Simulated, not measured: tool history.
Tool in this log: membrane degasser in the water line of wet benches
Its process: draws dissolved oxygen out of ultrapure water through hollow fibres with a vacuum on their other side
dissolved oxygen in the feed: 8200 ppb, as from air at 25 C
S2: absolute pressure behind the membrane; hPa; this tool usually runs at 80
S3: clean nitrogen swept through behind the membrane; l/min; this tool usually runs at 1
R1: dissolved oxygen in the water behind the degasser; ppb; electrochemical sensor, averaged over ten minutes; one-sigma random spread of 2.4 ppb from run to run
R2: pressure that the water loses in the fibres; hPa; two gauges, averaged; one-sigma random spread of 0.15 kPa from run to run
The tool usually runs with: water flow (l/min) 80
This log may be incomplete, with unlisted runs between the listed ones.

{"run": 1, "hour": 0.0, "water flow (l/min)": 80, "S2": 80, "S3": 1, "R1": 643.2, "R2": 309.4}
{"run": 2, "hour": 91.6, "water flow (l/min)": 80, "S2": 53, "S3": 1, "R1": 315.4, "R2": 308.5}
{"run": 3, "hour": 177.8, "water flow (l/min)": 80, "S2": 80, "S3": 1, "R1": 648.7, "R2": 310.3}
{"run": 4, "hour": 257.9, "water flow (l/min)": 80, "S2": 80, "S3": 1, "R1": 645.3, "R2": 307.1}
{"run": 5, "hour": 361.8, "water flow (l/min)": 77, "S2": 80, "S3": 1, "R1": 630.1, "R2": 294.7}
{"run": 6, "hour": 432.0, "water flow (l/min)": 71, "S2": 80, "S3": 0.68, "R1": 748.7, "R2": 273.7}
{"run": 7, "hour": 534.7, "water flow (l/min)": 49, "S2": 54.4, "S3": 1, "R1": 227.4, "R2": 190.3}
{"run": 8, "hour": 597.4, "water flow (l/min)": 55, "S2": 78.2, "S3": 1, "R1": 476.5, "R2": 213.2}
{"run": 9, "hour": 669.2, "water flow (l/min)": 55, "S2": 78.2, "S3": 1.43, "R1": 366.2, "R2": 211.3}
{"run": 10, "hour": 740.5, "water flow (l/min)": 55, "S2": 78.2, "S3": 1.43, "R1": 364.1, "R2": 212.2}

Withheld: 1 entry from between the runs. Position of each, and hidden state at the listed run before versus the listed run after:
Runs 6 to 7: vacuum gauge calibrated (hour 438.1)
  true pressure behind the membrane over the reading, kPa: 0.18 -> 0.22; air that leaks in behind the membrane, l/min: 0.0052 -> 0.0053
  measured result minus the result with no hidden state, R1: +24.8 -> +19.9 ppb; R2: +3.2 -> +2.4 hPa
